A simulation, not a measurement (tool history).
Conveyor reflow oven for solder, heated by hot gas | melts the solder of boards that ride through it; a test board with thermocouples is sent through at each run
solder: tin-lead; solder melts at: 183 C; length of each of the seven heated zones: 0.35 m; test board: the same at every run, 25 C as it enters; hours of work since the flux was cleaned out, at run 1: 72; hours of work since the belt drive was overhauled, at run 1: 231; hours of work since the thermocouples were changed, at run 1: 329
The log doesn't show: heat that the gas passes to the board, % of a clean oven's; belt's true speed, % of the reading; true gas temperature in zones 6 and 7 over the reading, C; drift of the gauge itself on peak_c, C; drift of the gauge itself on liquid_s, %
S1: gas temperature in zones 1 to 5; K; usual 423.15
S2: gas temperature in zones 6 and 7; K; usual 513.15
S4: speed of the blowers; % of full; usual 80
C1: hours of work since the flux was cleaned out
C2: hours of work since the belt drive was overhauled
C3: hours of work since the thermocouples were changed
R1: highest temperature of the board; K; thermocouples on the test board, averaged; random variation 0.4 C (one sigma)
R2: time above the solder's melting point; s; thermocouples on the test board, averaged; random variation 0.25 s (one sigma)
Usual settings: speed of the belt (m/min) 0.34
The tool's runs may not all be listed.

run 1 day=0 | S1=423.15 S2=513.15 speed_of_the_belt_(m/min)=0.34 S4=80 | C1=72 C2=231 C3=329 | R1=498.75 R2=109.7
run 2 day=3.371 | S1=423.15 S2=513.15 speed_of_the_belt_(m/min)=0.34 S4=80 | C1=136 C2=295 C3=393 | R1=499.45 R2=110.4
run 3 day=5.162 | S1=422.15 S2=513.15 speed_of_the_belt_(m/min)=0.34 S4=80 | C1=170 C2=329 C3=427 | R1=498.95 R2=109.3
run 4 day=6.888 | S1=422.15 S2=513.15 speed_of_the_belt_(m/min)=0.34 S4=80 | C1=202 C2=361 C3=459 | R1=499.15 R2=109.1
-- day=9.767 flux residue cleaned out of gas plates and filters
run 5 day=10.512 | S1=422.15 S2=513.15 speed_of_the_belt_(m/min)=0.34 S4=80 | C1=14 C2=426 C3=524 | R1=499.65 R2=108.8
run 6 day=14.262 | S1=422.15 S2=513.15 speed_of_the_belt_(m/min)=0.34 S4=80 | C1=85 C2=497 C3=595 | R1=499.45 R2=108.7
run 7 day=17.904 | S1=423.15 S2=520.15 speed_of_the_belt_(m/min)=0.316 S4=80 | C1=154 C2=566 C3=664 | R1=507.25 R2=125
run 8 day=19.521 | S1=423.15 S2=520.15 speed_of_the_belt_(m/min)=0.316 S4=80 | C1=185 C2=597 C3=695 | R1=506.75 R2=125.1
run 9 day=21.658 | S1=423.15 S2=520.15 speed_of_the_belt_(m/min)=0.316 S4=80 | C1=225 C2=637 C3=735 | R1=507.75 R2=125.2
-- day=23.383 flux residue cleaned out of gas plates and filters
run 10 day=24.304 | S1=434.15 S2=513.15 speed_of_the_belt_(m/min)=0.381 S4=68 | C1=17 C2=684 C3=782 | R1=495.65 R2=100.7
-- day=25.729 thermocouples of zones 6 and 7 changed
run 11 day=26.221 | S1=434.15 S2=513.15 speed_of_the_belt_(m/min)=0.381 S4=68 | C1=52 C2=718 C3=9 | R1=495.05 R2=101.1
run 12 day=28.592 | S1=423.15 S2=522.15 speed_of_the_belt_(m/min)=0.34 S4=80 | C1=97 C2=763 C3=54 | R1=507.55 R2=116.3

Forecast each of these 5 alternatives for the next run:
run A day=32.392 | S1=423.15 S2=522.15 speed_of_the_belt_(m/min)=0.293 S4=54 | C1=169 C2=835 C3=126 | R1=? R2=?
run B day=32.392 | S1=423.15 S2=522.15 speed_of_the_belt_(m/min)=0.352 S4=80 | C1=169 C2=835 C3=126 | R1=? R2=?
run C day=32.392 | S1=425.15 S2=513.15 speed_of_the_belt_(m/min)=0.34 S4=80 | C1=169 C2=835 C3=126 | R1=? R2=?
run D day=32.392 | S1=426.15 S2=503.15 speed_of_the_belt_(m/min)=0.358 S4=80 | C1=169 C2=835 C3=126 | R1=? R2=?
run E day=32.392 | S1=423.15 S2=527.15 speed_of_the_belt_(m/min)=0.31 S4=80 | C1=169 C2=835 C3=126 | R1=? R2=?

run=A R1=505.95 R2=132.8
run=B R1=506.05 R2=111.7
run=C R1=500.15 R2=111.8
run=D R1=490.55 R2=97
run=E R1=514.75 R2=132.2
Without the tool's hidden state the same runs would have given:
run=A R1=505.95 R2=132.6
run=B R1=506.05 R2=111.6
run=C R1=500.25 R2=111.7
run=D R1=490.55 R2=96.9
run=E R1=514.75 R2=132
